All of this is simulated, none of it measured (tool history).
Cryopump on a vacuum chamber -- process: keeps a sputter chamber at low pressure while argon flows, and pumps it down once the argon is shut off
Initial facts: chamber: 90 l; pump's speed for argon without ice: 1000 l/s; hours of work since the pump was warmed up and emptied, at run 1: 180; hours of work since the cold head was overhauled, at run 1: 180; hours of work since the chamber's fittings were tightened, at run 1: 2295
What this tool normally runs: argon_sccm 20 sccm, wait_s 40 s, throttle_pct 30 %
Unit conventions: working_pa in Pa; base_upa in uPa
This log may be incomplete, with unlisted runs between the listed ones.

run	hour	argon_sccm	wait_s	throttle_pct	hours of work since the pump was warmed up and emptied	hours of work since the cold head was overhauled	hours of work since the chamber's fittings were tightened	working_pa	base_upa
1	0.0	20	40	30	180	180	2295	0.1146	5.55
2	12.8	20	40	30	190	190	2304	0.1135	5.53
3	21.1	20	40	30	196	196	2311	0.1141	5.46
4	29.3	20	31	30	202	202	2317	0.1130	6.36
5	41.8	20	40	27	212	212	2327	0.1287	5.50
6	57.1	20	40	27	224	224	2339	0.1274	5.63
7	70.7	20	40	27	234	234	2349	0.1282	5.48
8	85.1	16	40	30	245	245	2360	0.0920	5.66
9	95.3	16	40	30	253	253	2368	0.0920	5.41
10	108.8	16	40	30	264	264	2378	0.0927	5.72
11	119.5	16	40	30	272	272	2387	0.0927	5.58
12	127.6	11	40	30	278	278	2393	0.0640	5.64
13	136.5	9	40	30	285	285	2400	0.0520	5.52
14	148.6	9	40	30	294	294	2409	0.0513	5.74
15	158.2	9	40	30	302	302	2417	0.0520	5.56
16	174.0	9	39	52	314	314	2429	0.0298	5.95
17	184.1	9	39	52	322	322	2437	0.0297	5.78
18	196.9	9	39	52	332	332	2446	0.0306	5.80
19	210.9	11	52	25	342	342	2457	0.0762	4.95
20	226.6	11	52	25	354	354	2469	0.0768	4.81
21	237.1	28	41	58	363	363	2477	0.0886	5.68

Some steps in working_pa, run to run, broken into two amounts with sign: the step expected even without the hidden condition (settings, incoming material, random variation), and the rest, left for the hidden condition together with whatever gauge scatter is not in both the measured and the hidden-condition-free result:
The hidden state here: pump's speed, % of a pump's without ice; cold plate's temperature, K; leak into the chamber, uPa l/s; drift of the gauge itself on working_pa, %; drift of the gauge itself on base_upa, %.
Run 7 -> 8: argon_sccm 20 -> 16, throttle_pct 27 -> 30. working_pa -0.0362 Pa: hidden state -0.0004, all else -0.0358.
Run 11 -> 12: argon_sccm 16 -> 11. working_pa -0.0287 Pa: hidden state -0.0007, all else -0.0280.
Run 18 -> 19: argon_sccm 9 -> 11, wait_s 39 -> 52, throttle_pct 52 -> 25. working_pa +0.0456 Pa: hidden state +0.0005, all else +0.0451.
Run 20 -> 21: argon_sccm 11 -> 28, wait_s 52 -> 41, throttle_pct 25 -> 58. working_pa +0.0118 Pa: hidden state +0.0037, all else +0.0081.

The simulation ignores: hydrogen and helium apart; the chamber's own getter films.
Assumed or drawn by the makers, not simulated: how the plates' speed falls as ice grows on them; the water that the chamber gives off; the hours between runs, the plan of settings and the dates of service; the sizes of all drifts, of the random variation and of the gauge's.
